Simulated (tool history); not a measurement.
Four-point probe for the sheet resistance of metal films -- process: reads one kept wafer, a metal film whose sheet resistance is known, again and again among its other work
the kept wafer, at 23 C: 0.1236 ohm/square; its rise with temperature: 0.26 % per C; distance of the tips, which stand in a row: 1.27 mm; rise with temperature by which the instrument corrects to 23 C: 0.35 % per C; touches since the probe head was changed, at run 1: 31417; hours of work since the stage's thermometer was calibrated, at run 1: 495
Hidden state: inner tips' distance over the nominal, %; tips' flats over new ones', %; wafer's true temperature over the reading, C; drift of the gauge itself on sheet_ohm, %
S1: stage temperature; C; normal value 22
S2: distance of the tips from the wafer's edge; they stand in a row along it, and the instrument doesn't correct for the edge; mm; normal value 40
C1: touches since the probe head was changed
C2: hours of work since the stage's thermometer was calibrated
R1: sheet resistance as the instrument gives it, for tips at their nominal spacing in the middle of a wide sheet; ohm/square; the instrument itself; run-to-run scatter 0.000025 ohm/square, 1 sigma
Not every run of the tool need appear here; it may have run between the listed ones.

run     day  S1  S2     C1   C2        R1
  1       0  22  40  31417  495  0.122712
  2   1.396  21  40  32760  517  0.122821
  3   3.283  21  40  34575  546  0.122773
  4   4.188  21  40  35444  560  0.122728
  5   5.412  21  40  36622  580  0.122745
  6   7.162  21  40  38304  607  0.122739
  7   8.854  22  40  39929  633  0.122549
  8   9.792  22  40  40833  648  0.122524
  9  11.012  22  40  42007  667   0.12251
 10  12.158  22  17  43105  685   0.12279
 11  13.212  25  10  44119  702  0.123166
 12  14.225  33   6  45095  717  0.124125
 13  15.608  34  21  46423  739  0.121365
 14  17.712  26  40  48445  772   0.12201
 15  19.283  26  40  49958  797  0.121948

Each row is a separate what-if for the run after 15, all from the same tool condition, not one after another. Results?
  A  20.729  18   4  51348  819   ?
  B  20.729  32  10  51348  819   ?
  C  20.729  28  40  51348  819   ?
  D  20.729  25   4  51348  819   ?

run        R1
  A  0.128939
  B  0.122292
  C  0.121721
  D  0.128254
The same runs, with their run-to-run variation unchanged, on a tool lacking any hidden condition would have given:
run        R1
  A  0.130449
  B  0.123728
  C  0.123152
  D  0.129755

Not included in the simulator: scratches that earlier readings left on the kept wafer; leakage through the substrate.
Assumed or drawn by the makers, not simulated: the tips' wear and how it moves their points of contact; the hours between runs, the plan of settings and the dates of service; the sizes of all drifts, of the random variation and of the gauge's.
